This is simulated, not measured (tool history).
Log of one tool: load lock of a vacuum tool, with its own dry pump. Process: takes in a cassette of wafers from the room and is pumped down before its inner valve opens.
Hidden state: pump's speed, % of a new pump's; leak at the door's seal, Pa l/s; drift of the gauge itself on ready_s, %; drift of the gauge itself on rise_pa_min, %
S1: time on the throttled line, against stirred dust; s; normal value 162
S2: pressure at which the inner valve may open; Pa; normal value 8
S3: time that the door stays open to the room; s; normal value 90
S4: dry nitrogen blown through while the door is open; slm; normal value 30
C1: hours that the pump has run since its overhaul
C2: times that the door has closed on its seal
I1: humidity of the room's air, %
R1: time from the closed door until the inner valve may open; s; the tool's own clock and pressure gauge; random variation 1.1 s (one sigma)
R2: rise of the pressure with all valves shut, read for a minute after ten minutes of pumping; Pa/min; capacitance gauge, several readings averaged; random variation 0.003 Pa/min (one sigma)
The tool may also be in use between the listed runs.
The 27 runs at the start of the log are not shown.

{"run": 28, "hour": 2812.6, "S1": 197, "S2": 10, "S3": 90, "S4": 6, "C1": 6857, "C2": 6432, "I1": 45, "R1": 243, "R2": 0.085}
{"run": 29, "hour": 2917.5, "S1": 102, "S2": 8, "S3": 90, "S4": 30, "C1": 6962, "C2": 6653, "I1": 42.3, "R1": 161.4, "R2": 0.061}
{"run": 30, "hour": 3039.9, "S1": 144, "S2": 8, "S3": 57, "S4": 11, "C1": 7084, "C2": 6911, "I1": 46.7, "R1": 198, "R2": 0.074}
{"run": 31, "hour": 3113.5, "S1": 246, "S2": 7, "S3": 134, "S4": 17, "C1": 7158, "C2": 7066, "I1": 48.2, "R1": 289.3, "R2": 0.089}
{"run": 32, "hour": 3203.6, "S1": 162, "S2": 8, "S3": 36, "S4": 31, "C1": 7248, "C2": 7257, "I1": 46.7, "R1": 215.4, "R2": 0.05}
{"run": 33, "hour": 3264.0, "S1": 162, "S2": 7, "S3": 36, "S4": 15, "C1": 7308, "C2": 7384, "I1": 45.7, "R1": 214.7, "R2": 0.058}
{"run": 34, "hour": 3408.8, "S1": 133, "S2": 8, "S3": 60, "S4": 18, "C1": 7453, "C2": 7690, "I1": 47, "R1": 187.7, "R2": 0.068}
{"run": 35, "hour": 3485.2, "S1": 122, "S2": 7, "S3": 238, "S4": 6, "C1": 7529, "C2": 7851, "I1": 46.8, "R1": 179.6, "R2": 0.123}
{"run": 36, "hour": 3624.9, "S1": 162, "S2": 14, "S3": 90, "S4": 30, "C1": 7669, "C2": 8145, "I1": 45.3, "R1": 209.1, "R2": 0.066}
{"run": 37, "hour": 3692.9, "S1": 147, "S2": 14, "S3": 151, "S4": 34, "C1": 7737, "C2": 8289, "I1": 46.4, "R1": 196.4, "R2": 0.079}

Consider 3 possible next runs. They are alternatives, not a sequence: every one starts from the tool as it was left by run 37. What does each give?
{"run": "A", "hour": 3842.2, "S1": 147, "S2": 14, "S3": 144, "S4": 34, "C1": 7886, "C2": 8604, "I1": 45.2, "R1": "?", "R2": "?"}
{"run": "B", "hour": 3842.2, "S1": 147, "S2": 7, "S3": 50, "S4": 38, "C1": 7886, "C2": 8604, "I1": 42.9, "R1": "?", "R2": "?"}
{"run": "C", "hour": 3842.2, "S1": 311, "S2": 14, "S3": 63, "S4": 4, "C1": 7886, "C2": 8604, "I1": 45, "R1": "?", "R2": "?"}

run=A R1=197.5 R2=0.066
run=B R1=202 R2=0.055
run=C R1=340.6 R2=0.088
Without the tool's hidden state the same runs would have given:
run=A R1=193.5 R2=0.053
run=B R1=197.5 R2=0.042
run=C R1=337.9 R2=0.075

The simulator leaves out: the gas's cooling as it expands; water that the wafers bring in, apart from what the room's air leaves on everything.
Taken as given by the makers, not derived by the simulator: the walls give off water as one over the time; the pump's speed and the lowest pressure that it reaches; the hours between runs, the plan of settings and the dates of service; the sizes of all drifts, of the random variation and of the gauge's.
